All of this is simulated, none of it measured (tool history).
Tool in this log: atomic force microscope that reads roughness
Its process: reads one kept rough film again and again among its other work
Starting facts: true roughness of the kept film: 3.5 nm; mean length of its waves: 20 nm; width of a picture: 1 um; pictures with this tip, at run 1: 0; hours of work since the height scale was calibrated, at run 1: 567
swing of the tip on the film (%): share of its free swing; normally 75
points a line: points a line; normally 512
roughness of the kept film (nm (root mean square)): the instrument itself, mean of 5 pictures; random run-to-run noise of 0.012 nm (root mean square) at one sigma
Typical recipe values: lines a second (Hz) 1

run   hour  lines a second (Hz)  swing of the tip on the film (%)  points a line  pictures with this tip  hours of work since the height scale was calibrated  roughness of the kept film (nm (root mean square))
  1      0                    1                                75            512                       0                                                  567                                               2.859
  2   30.1                    1                                75            512                      62                                                  590                                               2.599
  3   52.6                    1                                75            512                     109                                                  607                                               2.489
  4   76.5                    1                                75            512                     158                                                  626                                               2.345
  5   92.6                    1                                75            512                     191                                                  638                                               2.251
  6  113.9                    1                                75            512                     236                                                  654                                                2.15
     122.9  -- new tip fitted
  7  143.5                    1                                75            512                      43                                                  677                                               2.661
  8  165.2                    1                                63            512                      88                                                  693                                               2.549
  9  188.4                 0.83                                75            512                     136                                                  711                                               2.396
 10  205.9                 0.63                                75            512                     172                                                  725                                               2.309
 11  234.7                 0.63                                75            512                     232                                                  747                                               2.163
     245.1  -- new tip fitted
 12  249.7                    1                                75            308                      10                                                  758                                               2.744
 13  275.9                    1                                75            293                      64                                                  778                                               2.559
 14  301.3                    1                                75            512                     117                                                  798                                                2.46
 15  333.4                    1                                75            512                     183                                                  822                                               2.255
 16  358.4                    1                                75            512                     235                                                  842                                               2.119
     368.8  -- new tip fitted
 17  390.1                    1                                82            512                      44                                                  866                                               2.626
 18  421.1                 2.78                                64            793                     108                                                  889                                               2.445
 19  444.4                    1                                66            351                     156                                                  907                                                2.34
 20  478.1                    1                                75            860                     226                                                  933                                               2.149
     492.9  -- new tip fitted
 21  512.4                 1.43                                79            860                      40                                                  959                                               2.634
 22  547.8                 3.72                                75            753                     113                                                  986                                               2.246
 23  562.2                 3.72                                75            753                     143                                                  997                                               2.161
 24  591.8                 3.72                                75            753                     205                                                 1020                                               2.014
 25  613.3                 3.72                                75            753                     249                                                 1037                                               1.928
     616.5  -- new tip fitted
 26  633.8                 3.72                                75            753                      35                                                 1052                                                2.51
 27  666.5                 0.62                                75            512                     103                                                 1077                                               2.485
 28  691.5                 3.11                                75            512                     155                                                 1097                                               2.167
 29  724.1                 3.11                                75            512                     223                                                 1122                                                2.02

Here are 3 independent what-if runs from the current tool condition. What would each one return?
     738.9  -- new tip fitted
  A  753.4                 1.53                                88            392                      30                                                 1144                                                   ?
     738.9  -- new tip fitted
  B  753.4                 2.04                                64            512                      30                                                 1144                                                   ?
     738.9  -- new tip fitted
  C  753.4                  3.9                                82            381                      30                                                 1144                                                   ?

run  roughness of the kept film (nm (root mean square))
  A                                               2.529
  B                                               2.687
  C                                               2.329
Without the tool's unlogged condition, the same runs would have read:
run  roughness of the kept film (nm (root mean square))
  A                                               2.696
  B                                               2.864
  C                                               2.483
